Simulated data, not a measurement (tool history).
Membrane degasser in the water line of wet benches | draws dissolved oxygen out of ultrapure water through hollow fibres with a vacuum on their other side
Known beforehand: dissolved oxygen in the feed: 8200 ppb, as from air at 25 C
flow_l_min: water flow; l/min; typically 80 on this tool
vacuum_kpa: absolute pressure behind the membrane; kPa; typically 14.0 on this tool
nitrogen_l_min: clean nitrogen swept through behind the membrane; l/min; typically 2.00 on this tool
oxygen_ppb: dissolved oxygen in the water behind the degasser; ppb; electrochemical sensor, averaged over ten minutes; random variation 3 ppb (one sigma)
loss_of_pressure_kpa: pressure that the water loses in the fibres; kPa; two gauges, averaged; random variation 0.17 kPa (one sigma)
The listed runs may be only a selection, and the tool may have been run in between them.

run,hour,flow_l_min,vacuum_kpa,nitrogen_l_min,oxygen_ppb,loss_of_pressure_kpa
1,0.0,80,14.0,2.00,803.4,26.52
# hour 7.1: seals of the vacuum lines changed
2,59.4,79,14.0,2.00,785.5,26.47
3,122.8,79,14.0,2.00,788.4,26.31
4,159.7,79,14.0,2.00,788.6,26.15
5,206.5,123,14.0,2.00,1093.8,40.81
6,254.7,92,17.1,2.78,875.0,30.63
7,289.9,80,18.6,2.92,824.4,26.19
8,338.0,112,27.4,1.10,2825.7,37.22
9,397.2,62,16.8,2.64,647.3,20.34
10,436.1,80,14.0,0.83,1423.8,26.75

Here are 3 independent what-if runs from the current tool condition. What would each one return?
A,480.2,117,15.5,1.57,?,?
B,480.2,97,10.7,1.29,?,?
C,480.2,67,15.6,3.83,?,?

run,oxygen_ppb,loss_of_pressure_kpa
A,1367.6,38.76
B,884.3,31.96
C,465.1,22.17
Without the tool's unlogged condition, the same runs would have read:
run,oxygen_ppb,loss_of_pressure_kpa
A,1375.3,38.76
B,889.1,31.95
C,467.7,22.16
